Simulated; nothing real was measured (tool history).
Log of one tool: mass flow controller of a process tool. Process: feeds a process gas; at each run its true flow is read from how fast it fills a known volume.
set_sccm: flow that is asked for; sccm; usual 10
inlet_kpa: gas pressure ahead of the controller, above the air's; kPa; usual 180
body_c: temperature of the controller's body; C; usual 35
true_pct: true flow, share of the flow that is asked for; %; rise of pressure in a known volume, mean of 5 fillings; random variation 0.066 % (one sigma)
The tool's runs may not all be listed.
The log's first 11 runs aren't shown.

run,day,set_sccm,inlet_kpa,body_c,true_pct
12,39.288,10,180,35,100.86
13,43.575,10,180,35,100.96
14,46.183,10,180,35,101.05
15,49.600,10,180,35,100.94
16,53.025,10,180,39,101.37
17,57.079,10,276,35,101.11
18,61.438,10,276,35,101.05
19,65.600,10,276,35,101.04
20,67.938,10,276,35,101.12
21,72.708,10,276,35,101.14
22,76.933,10,276,35,101.20
23,80.746,10,276,35,101.23
24,85.742,4,253,35,101.73
25,89.400,2,180,35,103.02
# day 89.871: controller's zero set anew
26,91.604,8,172,35,101.39
27,95.967,3,148,35,102.83

Forecast run 28:
28,100.100,3,148,35,?

Run 28 gave true_pct 102.92 %.
Without the tool's hidden state the same run would have given true_pct 100.75 %.
